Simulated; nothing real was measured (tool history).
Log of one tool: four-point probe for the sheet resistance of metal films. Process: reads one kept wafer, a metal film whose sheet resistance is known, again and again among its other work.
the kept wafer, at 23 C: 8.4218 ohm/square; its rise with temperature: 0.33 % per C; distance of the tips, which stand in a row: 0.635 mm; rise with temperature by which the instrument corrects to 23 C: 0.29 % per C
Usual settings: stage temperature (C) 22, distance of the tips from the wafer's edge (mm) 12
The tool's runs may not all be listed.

run	hour	stage temperature (C)	distance of the tips from the wafer's edge (mm)	sheet resistance as the instrument gives it (ohm/square)
1	0.0	22	12	8.405024
2	19.4	22	12	8.403952
3	33.4	22	12	8.401910
4	60.0	22	12	8.403920
5	76.1	22	12	8.404087
6	105.6	22	20	8.395464
7	133.9	21	12	8.399085
8	146.9	22	9	8.412512
9	164.1	23	5	8.466139
10	195.3	26	74	8.403619
11	210.6	23	6	8.442143
12	228.2	22	71	8.390371
13	244.5	21	47	8.386922

Forecast each of these 3 alternatives for the next run:
A	261.9	32	7	?
B	261.9	21	17	?
C	261.9	21	24	?

run	sheet resistance as the instrument gives it (ohm/square)
A	8.455846
B	8.390543
C	8.388041
Without the tool's hidden state the same runs would have given:
run	sheet resistance as the instrument gives it (ohm/square)
A	8.485964
B	8.421324
C	8.418814
